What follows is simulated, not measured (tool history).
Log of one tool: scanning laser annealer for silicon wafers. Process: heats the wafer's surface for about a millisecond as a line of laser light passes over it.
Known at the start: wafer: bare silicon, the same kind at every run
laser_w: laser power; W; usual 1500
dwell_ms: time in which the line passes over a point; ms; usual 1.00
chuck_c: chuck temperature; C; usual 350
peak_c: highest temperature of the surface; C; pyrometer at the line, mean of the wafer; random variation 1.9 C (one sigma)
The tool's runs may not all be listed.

Run 1, hour 0.0: usual settings. Result: peak_c 1129 C.
Run 2, hour 9.6: usual settings. Result: peak_c 1130 C.
Run 3, hour 16.8: usual settings. Result: peak_c 1126 C.
Run 4, hour 28.7: usual settings. Result: peak_c 1128 C.
Run 5, hour 40.6: usual settings. Result: peak_c 1126 C.
Run 6, hour 51.2: usual settings. Result: peak_c 1129 C.
Run 7, hour 64.9: usual settings. Result: peak_c 1161 C.
Run 8, hour 74.5: usual settings. Result: peak_c 1162 C.
Run 9, hour 85.7: usual settings. Result: peak_c 1158 C.
Run 10, hour 100.1: usual settings. Result: peak_c 1161 C.
Run 11, hour 111.5: usual settings. Result: peak_c 1159 C.
Run 12, hour 125.3: usual settings. Result: peak_c 1156 C.
Run 13, hour 138.8: usual settings but dwell_ms 0.95 ms. Result: peak_c 1138 C.
Run 14, hour 145.4: usual settings. Result: peak_c 1161 C.
Run 15, hour 156.0: usual settings. Result: peak_c 1157 C.
Run 16, hour 170.0: usual settings. Result: peak_c 1153 C.
Run 17, hour 180.0: usual settings. Result: peak_c 1152 C.
Run 18, hour 191.8: usual settings. Result: peak_c 1153 C.
Run 19, hour 203.8: usual settings. Result: peak_c 1151 C.
Run 20, hour 211.0: usual settings but laser_w 1482 W. Result: peak_c 1142 C.
Run 21, hour 222.9: usual settings but chuck_c 310 C. Result: peak_c 1111 C.
Run 22, hour 238.2: usual settings but chuck_c 310 C. Result: peak_c 1109 C.
Run 23, hour 251.1: usual settings but laser_w 1294 W, chuck_c 339 C. Result: peak_c 1023 C.
Run 24, hour 261.1: usual settings but laser_w 1495 W, dwell_ms 0.85 ms, chuck_c 324 C. Result: peak_c 1064 C.
Run 25, hour 274.0: usual settings but laser_w 1541 W, dwell_ms 0.77 ms, chuck_c 358 C. Result: peak_c 1091 C.
Run 26, hour 280.7: usual settings but dwell_ms 1.25 ms, chuck_c 327 C. Result: peak_c 1212 C.
Run 27, hour 292.6: usual settings but laser_w 1414 W, chuck_c 352 C. Result: peak_c 1103 C.
Run 28, hour 304.6: usual settings but laser_w 1277 W, dwell_ms 0.89 ms, chuck_c 322 C. Result: peak_c 961 C.
Run 29, hour 317.5: usual settings but laser_w 1393 W, dwell_ms 0.89 ms, chuck_c 363 C. Result: peak_c 1062 C.
Run 30, hour 329.9: usual settings but laser_w 1393 W, dwell_ms 0.89 ms, chuck_c 317 C. Result: peak_c 1017 C.
Run 31, hour 337.8: usual settings but laser_w 1416 W, dwell_ms 0.89 ms, chuck_c 317 C. Result: peak_c 1025 C.
Run 32, hour 346.0: usual settings but laser_w 1416 W, dwell_ms 0.89 ms, chuck_c 317 C. Result: peak_c 1028 C.
Run 33, hour 354.6: usual settings but laser_w 1284 W, dwell_ms 1.14 ms, chuck_c 326 C. Result: peak_c 1043 C.
Run 34, hour 367.8: usual settings but laser_w 1324 W, dwell_ms 1.06 ms, chuck_c 372 C. Result: peak_c 1089 C.
Run 35, hour 386.1: usual settings but laser_w 1324 W, dwell_ms 1.06 ms, chuck_c 372 C. Result: peak_c 1100 C.
Run 36, hour 400.5: usual settings but laser_w 1324 W, dwell_ms 1.06 ms, chuck_c 372 C. Result: peak_c 1102 C.
Run 37, hour 409.5: usual settings but laser_w 1423 W. Result: peak_c 1112 C.
Run 38, hour 418.5: usual settings but laser_w 1548 W, dwell_ms 1.03 ms. Result: peak_c 1195 C.
Run 39, hour 429.6: usual settings but laser_w 1548 W, dwell_ms 1.03 ms. Result: peak_c 1194 C.
Run 40, hour 445.0: usual settings but laser_w 1548 W, dwell_ms 1.03 ms. Result: peak_c 1192 C.

Taken out of this log: 2 entries between the listed runs. Where each belongs, and how the hidden state differs across it:
Between runs 6 and 7: window over the wafer cleaned (hour 60.4)
  light that passes the window, % of a clean one's: 95.8 -> 99.75; laser's true power over the reading, %: -0.14 -> -0.15; width of the line over the set one, %: 3.27 -> 3.28
  measured less the result without the state, peak_c: -52 -> -19 C
Between runs 34 and 35: optics aligned, line set to its width (hour 376.3)
  light that passes the window, % of a clean one's: 98.06 -> 98; laser's true power over the reading, %: -0.25 -> -0.26; width of the line over the set one, %: 3.75 -> 0.26
  measured less the result without the state, peak_c: -33 -> -19 C
